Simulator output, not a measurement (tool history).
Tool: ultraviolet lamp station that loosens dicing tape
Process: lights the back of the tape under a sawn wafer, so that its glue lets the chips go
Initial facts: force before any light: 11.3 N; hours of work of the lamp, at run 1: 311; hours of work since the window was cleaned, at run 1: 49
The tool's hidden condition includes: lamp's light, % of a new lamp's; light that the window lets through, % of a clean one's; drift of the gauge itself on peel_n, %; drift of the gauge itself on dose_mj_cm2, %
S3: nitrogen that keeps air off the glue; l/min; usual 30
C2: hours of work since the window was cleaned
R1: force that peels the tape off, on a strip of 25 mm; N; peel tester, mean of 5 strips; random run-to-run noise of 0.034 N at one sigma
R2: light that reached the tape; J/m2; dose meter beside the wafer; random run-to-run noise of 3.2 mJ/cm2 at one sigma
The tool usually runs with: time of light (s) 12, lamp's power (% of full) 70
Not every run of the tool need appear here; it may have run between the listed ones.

run 1 hour=0.0 | time_of_light_(s)=12 lamp's_power_(%_of_full)=70 S3=30 | hours_of_work_of_the_lamp=311 C2=49 | R1=1.945 R2=4450
run 2 hour=17.7 | time_of_light_(s)=12 lamp's_power_(%_of_full)=70 S3=23 | hours_of_work_of_the_lamp=322 C2=59 | R1=2.386 R2=4480
run 3 hour=30.7 | time_of_light_(s)=12 lamp's_power_(%_of_full)=70 S3=23 | hours_of_work_of_the_lamp=330 C2=67 | R1=2.333 R2=4430
run 4 hour=44.7 | time_of_light_(s)=12 lamp's_power_(%_of_full)=70 S3=23 | hours_of_work_of_the_lamp=338 C2=76 | R1=2.443 R2=4470
run 5 hour=58.8 | time_of_light_(s)=12 lamp's_power_(%_of_full)=83 S3=23 | hours_of_work_of_the_lamp=347 C2=84 | R1=1.767 R2=5280
run 6 hour=68.8 | time_of_light_(s)=12 lamp's_power_(%_of_full)=83 S3=23 | hours_of_work_of_the_lamp=353 C2=90 | R1=1.818 R2=5200
run 7 hour=80.5 | time_of_light_(s)=12 lamp's_power_(%_of_full)=83 S3=23 | hours_of_work_of_the_lamp=360 C2=98 | R1=1.852 R2=5220
-- hour=82.6 window cleaned of glue's vapour
run 8 hour=93.7 | time_of_light_(s)=12 lamp's_power_(%_of_full)=70 S3=30 | hours_of_work_of_the_lamp=368 C2=7 | R1=2.073 R2=4380
run 9 hour=108.0 | time_of_light_(s)=8 lamp's_power_(%_of_full)=70 S3=12 | hours_of_work_of_the_lamp=376 C2=15 | R1=5.270 R2=2910
run 10 hour=117.8 | time_of_light_(s)=6 lamp's_power_(%_of_full)=78 S3=57 | hours_of_work_of_the_lamp=382 C2=21 | R1=3.475 R2=2390
-- hour=128.6 window cleaned of glue's vapour, once more
run 11 hour=132.6 | time_of_light_(s)=6 lamp's_power_(%_of_full)=78 S3=57 | hours_of_work_of_the_lamp=391 C2=2 | R1=3.449 R2=2470
run 12 hour=140.6 | time_of_light_(s)=6 lamp's_power_(%_of_full)=78 S3=57 | hours_of_work_of_the_lamp=396 C2=7 | R1=3.443 R2=2500
run 13 hour=158.2 | time_of_light_(s)=10 lamp's_power_(%_of_full)=70 S3=29 | hours_of_work_of_the_lamp=407 C2=18 | R1=2.674 R2=3670
run 14 hour=172.1 | time_of_light_(s)=7 lamp's_power_(%_of_full)=72 S3=24 | hours_of_work_of_the_lamp=415 C2=26 | R1=4.365 R2=2620
run 15 hour=181.0 | time_of_light_(s)=8 lamp's_power_(%_of_full)=72 S3=40 | hours_of_work_of_the_lamp=420 C2=32 | R1=3.010 R2=2980
run 16 hour=190.5 | time_of_light_(s)=6 lamp's_power_(%_of_full)=82 S3=12 | hours_of_work_of_the_lamp=426 C2=38 | R1=5.555 R2=2570

Forecast each of these 4 alternatives for the next run:
run A hour=205.3 | time_of_light_(s)=12 lamp's_power_(%_of_full)=70 S3=9 | hours_of_work_of_the_lamp=435 C2=47 | R1=? R2=?
run B hour=205.3 | time_of_light_(s)=21 lamp's_power_(%_of_full)=74 S3=18 | hours_of_work_of_the_lamp=435 C2=47 | R1=? R2=?
run C hour=205.3 | time_of_light_(s)=6 lamp's_power_(%_of_full)=82 S3=13 | hours_of_work_of_the_lamp=435 C2=47 | R1=? R2=?
run D hour=205.3 | time_of_light_(s)=9 lamp's_power_(%_of_full)=83 S3=15 | hours_of_work_of_the_lamp=435 C2=47 | R1=? R2=?

run=A R1=4.093 R2=4310
run=B R1=0.950 R2=8080
run=C R1=5.519 R2=2610
run=D R1=3.612 R2=3910
The same runs, with their run-to-run variation unchanged, on a tool lacking any hidden condition would have given:
run=A R1=3.579 R2=4880
run=B R1=0.728 R2=9140
run=C R1=5.029 R2=2950
run=D R1=3.119 R2=4430

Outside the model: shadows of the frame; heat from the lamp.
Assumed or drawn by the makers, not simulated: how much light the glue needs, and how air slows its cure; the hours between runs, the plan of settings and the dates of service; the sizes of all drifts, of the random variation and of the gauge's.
